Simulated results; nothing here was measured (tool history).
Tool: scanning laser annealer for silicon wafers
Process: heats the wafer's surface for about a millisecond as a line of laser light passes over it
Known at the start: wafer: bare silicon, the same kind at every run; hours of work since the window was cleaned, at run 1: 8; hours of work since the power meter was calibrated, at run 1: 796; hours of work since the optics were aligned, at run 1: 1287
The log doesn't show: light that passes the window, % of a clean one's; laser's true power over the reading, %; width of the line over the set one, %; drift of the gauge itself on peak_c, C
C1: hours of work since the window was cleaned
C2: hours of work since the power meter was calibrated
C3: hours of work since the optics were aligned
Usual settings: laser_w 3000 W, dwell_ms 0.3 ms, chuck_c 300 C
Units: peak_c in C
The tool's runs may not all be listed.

run 1 hour=0 | laser_w=3000 dwell_ms=0.3 chuck_c=300 | C1=8 C2=796 C3=1287 | peak_c=1092
run 2 hour=33.2 | laser_w=3000 dwell_ms=0.3 chuck_c=300 | C1=34 C2=822 C3=1313 | peak_c=1090
run 3 hour=89.4 | laser_w=3000 dwell_ms=0.3 chuck_c=300 | C1=78 C2=866 C3=1358 | peak_c=1089
run 4 hour=147 | laser_w=3000 dwell_ms=0.3 chuck_c=300 | C1=124 C2=912 C3=1403 | peak_c=1081
run 5 hour=175.4 | laser_w=3000 dwell_ms=0.3 chuck_c=300 | C1=146 C2=934 C3=1425 | peak_c=1082
run 6 hour=201.6 | laser_w=3000 dwell_ms=0.3 chuck_c=300 | C1=166 C2=954 C3=1445 | peak_c=1082
run 7 hour=230.3 | laser_w=2995 dwell_ms=0.3 chuck_c=300 | C1=189 C2=977 C3=1468 | peak_c=1076
run 8 hour=273.9 | laser_w=2995 dwell_ms=0.3 chuck_c=300 | C1=223 C2=1011 C3=1502 | peak_c=1075
run 9 hour=332.3 | laser_w=3000 dwell_ms=0.363 chuck_c=300 | C1=269 C2=1057 C3=1548 | peak_c=1148
run 10 hour=366.3 | laser_w=3000 dwell_ms=0.363 chuck_c=300 | C1=295 C2=1083 C3=1575 | peak_c=1151
-- hour=404.7 window over the wafer cleaned
run 11 hour=424.8 | laser_w=3000 dwell_ms=0.363 chuck_c=300 | C1=16 C2=1128 C3=1619 | peak_c=1167
run 12 hour=469.7 | laser_w=3000 dwell_ms=0.32 chuck_c=300 | C1=51 C2=1163 C3=1654 | peak_c=1112
run 13 hour=533.8 | laser_w=3000 dwell_ms=0.32 chuck_c=300 | C1=101 C2=1213 C3=1704 | peak_c=1105
-- hour=542.3 optics aligned, line set to its width
run 14 hour=577.3 | laser_w=3000 dwell_ms=0.32 chuck_c=300 | C1=131 C2=1243 C3=27 | peak_c=1096
run 15 hour=610.2 | laser_w=3000 dwell_ms=0.32 chuck_c=300 | C1=157 C2=1269 C3=53 | peak_c=1095
run 16 hour=645.6 | laser_w=3000 dwell_ms=0.3 chuck_c=276 | C1=185 C2=1297 C3=81 | peak_c=1046
run 17 hour=675.5 | laser_w=3000 dwell_ms=0.213 chuck_c=300 | C1=208 C2=1320 C3=104 | peak_c=942
run 18 hour=702.1 | laser_w=3000 dwell_ms=0.3 chuck_c=300 | C1=229 C2=1341 C3=125 | peak_c=1064
run 19 hour=735.2 | laser_w=3000 dwell_ms=0.3 chuck_c=300 | C1=255 C2=1367 C3=151 | peak_c=1062
run 20 hour=784.5 | laser_w=3000 dwell_ms=0.3 chuck_c=300 | C1=294 C2=1406 C3=190 | peak_c=1055
-- hour=826.4 window over the wafer cleaned
run 21 hour=831 | laser_w=2668 dwell_ms=0.3 chuck_c=317 | C1=4 C2=1441 C3=225 | peak_c=996
-- hour=843.2 optics aligned, line set to its width, once more
run 22 hour=886.2 | laser_w=3159 dwell_ms=0.215 chuck_c=323 | C1=43 C2=1480 C3=34 | peak_c=1031
run 23 hour=943.3 | laser_w=2706 dwell_ms=0.3 chuck_c=278 | C1=88 C2=1525 C3=78 | peak_c=979
run 24 hour=1007.4 | laser_w=2706 dwell_ms=0.324 chuck_c=278 | C1=138 C2=1575 C3=129 | peak_c=1006
run 25 hour=1044.3 | laser_w=3278 dwell_ms=0.357 chuck_c=322 | C1=167 C2=1604 C3=158 | peak_c=1276
run 26 hour=1071.9 | laser_w=2721 dwell_ms=0.357 chuck_c=322 | C1=189 C2=1626 C3=179 | peak_c=1088
run 27 hour=1114.4 | laser_w=2721 dwell_ms=0.357 chuck_c=262 | C1=222 C2=1659 C3=213 | peak_c=1022
run 28 hour=1151.3 | laser_w=2833 dwell_ms=0.345 chuck_c=263 | C1=251 C2=1688 C3=242 | peak_c=1042
run 29 hour=1178.5 | laser_w=3264 dwell_ms=0.239 chuck_c=300 | C1=272 C2=1709 C3=263 | peak_c=1065
run 30 hour=1227.1 | laser_w=2804 dwell_ms=0.3 chuck_c=300 | C1=310 C2=1747 C3=301 | peak_c=1016
-- hour=1246.5 window over the wafer cleaned
run 31 hour=1286.4 | laser_w=2660 dwell_ms=0.255 chuck_c=286 | C1=31 C2=1792 C3=346 | peak_c=921
run 32 hour=1349 | laser_w=3000 dwell_ms=0.3 chuck_c=315 | C1=80 C2=1841 C3=395 | peak_c=1106
run 33 hour=1379.8 | laser_w=2749 dwell_ms=0.243 chuck_c=277 | C1=105 C2=1865 C3=419 | peak_c=916
run 34 hour=1411.3 | laser_w=2749 dwell_ms=0.243 chuck_c=277 | C1=129 C2=1890 C3=444 | peak_c=913
run 35 hour=1469.4 | laser_w=3234 dwell_ms=0.327 chuck_c=300 | C1=175 C2=1936 C3=489 | peak_c=1193
run 36 hour=1495.3 | laser_w=3000 dwell_ms=0.3 chuck_c=309 | C1=195 C2=1956 C3=510 | peak_c=1089
run 37 hour=1553.1 | laser_w=3000 dwell_ms=0.3 chuck_c=309 | C1=240 C2=2001 C3=555 | peak_c=1086
run 38 hour=1615.3 | laser_w=2748 dwell_ms=0.3 chuck_c=300 | C1=289 C2=2050 C3=604 | peak_c=996
-- hour=1661.7 window over the wafer cleaned
run 39 hour=1665.6 | laser_w=2748 dwell_ms=0.3 chuck_c=300 | C1=3 C2=2088 C3=642 | peak_c=1016

5 ways to go on from here, each from the tool as it stands after run 39. What would each give?
run A hour=1706.5 | laser_w=2748 dwell_ms=0.366 chuck_c=300 | C1=35 C2=2120 C3=674 | peak_c=?
run B hour=1706.5 | laser_w=3231 dwell_ms=0.31 chuck_c=300 | C1=35 C2=2120 C3=674 | peak_c=?
run C hour=1706.5 | laser_w=3000 dwell_ms=0.28 chuck_c=300 | C1=35 C2=2120 C3=674 | peak_c=?
run D hour=1706.5 | laser_w=2934 dwell_ms=0.3 chuck_c=300 | C1=35 C2=2120 C3=674 | peak_c=?
run E hour=1706.5 | laser_w=3291 dwell_ms=0.273 chuck_c=300 | C1=35 C2=2120 C3=674 | peak_c=?

run=A peak_c=1090
run=B peak_c=1173
run=C peak_c=1062
run=D peak_c=1069
run=E peak_c=1139
Without the tool's hidden state the same runs would have given:
run=A peak_c=1111
run=B peak_c=1197
run=C peak_c=1083
run=D peak_c=1090
run=E peak_c=1161
